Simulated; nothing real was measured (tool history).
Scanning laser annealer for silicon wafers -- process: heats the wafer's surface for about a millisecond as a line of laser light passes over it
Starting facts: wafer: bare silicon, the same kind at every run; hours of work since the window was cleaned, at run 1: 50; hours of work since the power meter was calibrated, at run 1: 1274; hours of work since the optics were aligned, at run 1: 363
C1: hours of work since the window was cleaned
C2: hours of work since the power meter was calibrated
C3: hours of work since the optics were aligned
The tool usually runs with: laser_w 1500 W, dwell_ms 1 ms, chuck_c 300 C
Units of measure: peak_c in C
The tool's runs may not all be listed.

run 1 hour=0 | laser_w=1500 dwell_ms=1 chuck_c=300 | C1=50 C2=1274 C3=363 | peak_c=1016
run 2 hour=58.5 | laser_w=1500 dwell_ms=1 chuck_c=300 | C1=84 C2=1308 C3=397 | peak_c=1012
run 3 hour=115.6 | laser_w=1500 dwell_ms=1 chuck_c=300 | C1=117 C2=1341 C3=431 | peak_c=1013
run 4 hour=177.6 | laser_w=1500 dwell_ms=1 chuck_c=300 | C1=153 C2=1377 C3=467 | peak_c=1004
run 5 hour=214 | laser_w=1500 dwell_ms=1 chuck_c=300 | C1=175 C2=1399 C3=488 | peak_c=1008
run 6 hour=274.7 | laser_w=1500 dwell_ms=1 chuck_c=300 | C1=210 C2=1434 C3=524 | peak_c=1006
run 7 hour=305.9 | laser_w=1500 dwell_ms=1 chuck_c=300 | C1=228 C2=1452 C3=542 | peak_c=1007
run 8 hour=374.5 | laser_w=1500 dwell_ms=1 chuck_c=300 | C1=269 C2=1492 C3=582 | peak_c=1002
run 9 hour=445.7 | laser_w=1500 dwell_ms=1 chuck_c=300 | C1=310 C2=1534 C3=623 | peak_c=997
run 10 hour=482.7 | laser_w=1500 dwell_ms=1 chuck_c=300 | C1=332 C2=1556 C3=645 | peak_c=995
run 11 hour=538.6 | laser_w=1500 dwell_ms=1 chuck_c=300 | C1=364 C2=1588 C3=678 | peak_c=995
run 12 hour=581.5 | laser_w=1500 dwell_ms=1 chuck_c=300 | C1=389 C2=1613 C3=703 | peak_c=995
run 13 hour=639.9 | laser_w=1500 dwell_ms=1 chuck_c=300 | C1=424 C2=1647 C3=737 | peak_c=991
run 14 hour=704.9 | laser_w=1500 dwell_ms=1 chuck_c=300 | C1=461 C2=1685 C3=775 | peak_c=988
run 15 hour=758.7 | laser_w=1500 dwell_ms=1 chuck_c=300 | C1=493 C2=1717 C3=806 | peak_c=988
run 16 hour=825.8 | laser_w=1500 dwell_ms=0.95 chuck_c=300 | C1=532 C2=1756 C3=845 | peak_c=967
run 17 hour=889.6 | laser_w=1500 dwell_ms=1.12 chuck_c=290 | C1=569 C2=1793 C3=883 | peak_c=1012
run 18 hour=927 | laser_w=1500 dwell_ms=1.12 chuck_c=290 | C1=591 C2=1815 C3=905 | peak_c=1010
run 19 hour=989.7 | laser_w=1500 dwell_ms=0.84 chuck_c=300 | C1=628 C2=1852 C3=941 | peak_c=924
run 20 hour=1044.6 | laser_w=1344 dwell_ms=1 chuck_c=298 | C1=660 C2=1884 C3=973 | peak_c=886
run 21 hour=1117 | laser_w=1344 dwell_ms=1 chuck_c=298 | C1=702 C2=1926 C3=1016 | peak_c=881
run 22 hour=1165.9 | laser_w=1450 dwell_ms=1 chuck_c=300 | C1=731 C2=1955 C3=1044 | peak_c=945
run 23 hour=1204 | laser_w=1496 dwell_ms=1 chuck_c=300 | C1=753 C2=1977 C3=1066 | peak_c=966
run 24 hour=1266.8 | laser_w=1313 dwell_ms=0.79 chuck_c=300 | C1=790 C2=2014 C3=1103 | peak_c=804
-- hour=1278.9 window over the wafer cleaned
-- hour=1322.6 optics aligned, line set to its width
run 25 hour=1330.1 | laser_w=1313 dwell_ms=1.21 chuck_c=326 | C1=27 C2=2046 C3=4 | peak_c=991
run 26 hour=1389.4 | laser_w=1461 dwell_ms=0.72 chuck_c=334 | C1=62 C2=2081 C3=39 | peak_c=922
run 27 hour=1435.9 | laser_w=1461 dwell_ms=0.72 chuck_c=334 | C1=89 C2=2108 C3=66 | peak_c=921
run 28 hour=1492.1 | laser_w=1500 dwell_ms=0.78 chuck_c=300 | C1=122 C2=2141 C3=99 | peak_c=930
run 29 hour=1557.7 | laser_w=1432 dwell_ms=0.84 chuck_c=333 | C1=160 C2=2179 C3=137 | peak_c=946
run 30 hour=1596.4 | laser_w=1618 dwell_ms=1 chuck_c=333 | C1=183 C2=2202 C3=160 | peak_c=1109

How would selected steps in peak_c from run to run divide? Give the signed amount a tool lacking its hidden state would still show from settings, what came in and random variation, and the signed amount left for the hidden state, including any gauge scatter that is not in both of the compared results.
Hidden conditions of the tool in this case: light that passes the window, % of a clean one's; laser's true power over the reading, %; width of the line over the set one, %; drift of the gauge itself on peak_c, C.
Run 16 -> 17: dwell_ms 0.95 -> 1.12, chuck_c 300 -> 290. peak_c +45 C: hidden state -7, all else +52.
Run 23 -> 24: laser_w 1496 -> 1313, dwell_ms 1 -> 0.79. peak_c -162 C: hidden state +11, all else -173.
Run 24 -> 25: dwell_ms 0.79 -> 1.21, chuck_c 300 -> 326, window over the wafer cleaned, optics aligned, line set to its width. peak_c +187 C: hidden state +35, all else +152.
Run 29 -> 30: laser_w 1432 -> 1618, dwell_ms 0.84 -> 1. peak_c +163 C: hidden state -7, all else +170.
